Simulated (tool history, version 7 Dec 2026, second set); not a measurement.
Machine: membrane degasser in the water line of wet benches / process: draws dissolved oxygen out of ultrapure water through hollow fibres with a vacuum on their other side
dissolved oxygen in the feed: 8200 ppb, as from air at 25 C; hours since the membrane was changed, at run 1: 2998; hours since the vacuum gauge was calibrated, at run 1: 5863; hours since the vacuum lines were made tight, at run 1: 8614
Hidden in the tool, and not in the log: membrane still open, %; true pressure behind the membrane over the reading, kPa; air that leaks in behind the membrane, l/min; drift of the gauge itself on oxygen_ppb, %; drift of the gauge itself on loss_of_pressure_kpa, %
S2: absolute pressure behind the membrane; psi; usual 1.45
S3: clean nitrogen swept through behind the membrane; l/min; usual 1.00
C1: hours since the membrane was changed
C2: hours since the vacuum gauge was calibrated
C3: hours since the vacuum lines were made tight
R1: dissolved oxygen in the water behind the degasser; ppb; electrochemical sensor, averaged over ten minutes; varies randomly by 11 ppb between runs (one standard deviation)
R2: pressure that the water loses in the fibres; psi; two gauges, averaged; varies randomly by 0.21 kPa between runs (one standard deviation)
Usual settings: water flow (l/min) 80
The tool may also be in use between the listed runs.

run 1 day=0.000 | water_flow_(l/min)=80 S2=1.45 S3=1.00 | C1=2998 C2=5863 C3=8614 | R1=1054.9 R2=6.976
run 2 day=2.821 | water_flow_(l/min)=80 S2=1.45 S3=1.00 | C1=3066 C2=5931 C3=8682 | R1=1070.3 R2=6.934
run 3 day=6.029 | water_flow_(l/min)=80 S2=1.45 S3=1.63 | C1=3143 C2=6008 C3=8759 | R1=833.1 R2=6.924
run 4 day=7.808 | water_flow_(l/min)=80 S2=1.45 S3=1.63 | C1=3185 C2=6051 C3=8802 | R1=849.0 R2=6.946
run 5 day=10.008 | water_flow_(l/min)=80 S2=1.45 S3=1.00 | C1=3238 C2=6104 C3=8854 | R1=1043.1 R2=6.946
run 6 day=12.783 | water_flow_(l/min)=80 S2=1.45 S3=1.00 | C1=3305 C2=6170 C3=8921 | R1=1061.7 R2=6.921
run 7 day=16.146 | water_flow_(l/min)=80 S2=1.45 S3=1.00 | C1=3386 C2=6251 C3=9002 | R1=1044.7 R2=6.926
run 8 day=19.067 | water_flow_(l/min)=80 S2=1.45 S3=1.00 | C1=3456 C2=6321 C3=9072 | R1=1062.1 R2=6.949
run 9 day=21.896 | water_flow_(l/min)=120 S2=1.03 S3=1.28 | C1=3524 C2=6389 C3=9140 | R1=905.9 R2=10.451
run 10 day=23.812 | water_flow_(l/min)=78 S2=1.45 S3=1.00 | C1=3570 C2=6435 C3=9186 | R1=1041.4 R2=6.831
run 11 day=26.092 | water_flow_(l/min)=104 S2=1.00 S3=1.52 | C1=3624 C2=6490 C3=9241 | R1=741.8 R2=9.029
run 12 day=29.583 | water_flow_(l/min)=80 S2=2.74 S3=1.09 | C1=3708 C2=6573 C3=9324 | R1=1824.0 R2=7.007

Each row is a separate what-if for the run after 12, all from the same tool condition, not one after another. Results?
run A day=31.079 | water_flow_(l/min)=61 S2=2.22 S3=1.06 | C1=3744 C2=6609 C3=9360 | R1=? R2=?
run B day=31.079 | water_flow_(l/min)=80 S2=1.00 S3=1.00 | C1=3744 C2=6609 C3=9360 | R1=? R2=?
run C day=31.079 | water_flow_(l/min)=73 S2=1.45 S3=1.00 | C1=3744 C2=6609 C3=9360 | R1=? R2=?

run=A R1=1297.9 R2=5.336
run=B R1=697.8 R2=7.007
run=C R1=1002.6 R2=6.338
With no hidden state in the tool, these same runs would have given:
run=A R1=1297.5 R2=5.334
run=B R1=697.2 R2=7.004
run=C R1=1002.1 R2=6.337
